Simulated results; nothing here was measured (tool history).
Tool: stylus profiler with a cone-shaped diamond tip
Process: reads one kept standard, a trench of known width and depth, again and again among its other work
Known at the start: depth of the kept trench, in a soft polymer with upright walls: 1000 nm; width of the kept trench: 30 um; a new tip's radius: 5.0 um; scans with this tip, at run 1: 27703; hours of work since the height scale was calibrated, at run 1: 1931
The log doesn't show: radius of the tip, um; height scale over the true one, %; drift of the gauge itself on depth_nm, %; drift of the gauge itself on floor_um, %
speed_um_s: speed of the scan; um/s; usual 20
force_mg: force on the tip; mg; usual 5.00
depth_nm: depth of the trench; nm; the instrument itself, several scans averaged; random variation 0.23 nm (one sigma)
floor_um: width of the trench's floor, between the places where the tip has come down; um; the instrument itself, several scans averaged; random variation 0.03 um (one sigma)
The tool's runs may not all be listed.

run    hour  speed_um_s  force_mg  scans with this tip  hours of work since the height scale was calibrated  depth_nm  floor_um
  1     0.0          20      5.00                27703                                                 1931   1024.07     23.89
  2    45.6          20      5.00                28072                                                 1956   1023.77     23.92
  3    71.9          20      5.00                28285                                                 1971   1023.76     23.91
      103.8  -- new tip fitted, height scale calibrated
  4   113.8          20      5.00                   80                                                    6   1023.59     23.90
  5   155.8          20      5.00                  421                                                   29   1023.67     23.97
  6   203.8          20      5.00                  809                                                   56   1023.64     23.95
  7   231.1          20      3.21                 1031                                                   72   1017.82     23.91
  8   250.6          20      5.00                 1188                                                   83   1023.68     23.90
  9   273.8          14      5.00                 1376                                                   96   1023.72     23.95
 10   311.2          14      5.00                 1679                                                  117   1023.22     23.94
 11   354.9          14      5.00                 2033                                                  142   1024.19     23.95
 12   395.6          76      5.00                 2363                                                  165   1023.46     23.72
 13   431.2           7      5.00                 2651                                                  185   1023.72     24.00
 14   471.3           7      5.00                 2975                                                  207   1024.03     23.93
 15   506.9           7      5.00                 3264                                                  227   1023.70     24.00
 16   545.3          20      5.00                 3575                                                  249   1023.51     23.95
 17   583.0          20      5.00                 3880                                                  270   1024.25     23.93
 18   616.5          20      5.00                 4152                                                  289   1023.26     23.94
 19   657.0          20      5.00                 4479                                                  312   1024.16     23.94
 20   682.2          20      5.00                 4683                                                  326   1023.95     23.91
 21   711.2          20      5.00                 4918                                                  343   1023.40     23.93
 22   754.0          20      5.00                 5265                                                  367   1023.93     23.86
 23   789.1          20      5.00                 5549                                                  387   1023.78     23.97
 24   837.1          20      5.00                 5938                                                  414   1023.72     23.93
 25   881.8           8      5.00                 6300                                                  439   1023.78     23.97
 26   915.2           8      5.00                 6571                                                  458   1023.78     23.96
 27   945.9           6      3.34                 6819                                                  475   1018.11     23.98
 28   966.7          45      4.35                 6987                                                  487   1021.82     23.76
 29  1000.2          15      3.42                 7259                                                  506   1018.35     23.96
 30  1021.9           8      3.50                 7434                                                  518   1018.69     23.92
 31  1068.5          42      5.49                 7812                                                  544   1025.29     23.89
 32  1094.3          19      3.28                 8021                                                  559   1017.94     23.98
 33  1140.3          16     12.34                 8393                                                  585   1043.21     23.95
 34  1187.6          16     12.34                 8776                                                  612   1043.21     24.01
 35  1231.1          12      3.52                 9129                                                  636   1018.54     23.98
 36  1273.2          22      2.74                 9470                                                  660   1015.36     23.92
 37  1318.0          50      6.54                 9833                                                  685   1028.30     23.77
 38  1352.7           7      1.84                10114                                                  705   1012.25     23.94
 39  1381.8           7      1.84                10349                                                  721   1011.93     23.94
 40  1411.7           7      1.84                10591                                                  738   1012.23     23.93
 41  1436.3           7      1.84                10790                                                  752   1012.72     23.95
 42  1468.0          12      3.73                11047                                                  770   1019.24     23.95
 43  1511.6          20      2.72                11400                                                  794   1015.66     23.88
 44  1550.9          20      5.37                11718                                                  817   1025.11     23.91
 45  1584.0          67      8.01                11987                                                  835   1032.20     23.82

Forecast each of these 5 alternatives for the next run:
  A  1624.6          20     10.23                12316                                                  858         ?         ?
  B  1624.6          64      8.57                12316                                                  858         ?         ?
  C  1624.6          58     12.48                12316                                                  858         ?         ?
  D  1624.6          22      5.71                12316                                                  858         ?         ?
  E  1624.6          10      5.00                12316                                                  858         ?         ?

run  depth_nm  floor_um
  A   1038.26     23.94
  B   1034.21     23.87
  C   1043.44     23.91
  D   1025.73     23.96
  E   1023.66     23.96
Without the tool's hidden state the same runs would have given:
run  depth_nm  floor_um
  A   1038.23     23.95
  B   1034.18     23.89
  C   1043.41     23.92
  D   1025.70     23.98
  E   1023.63     23.98
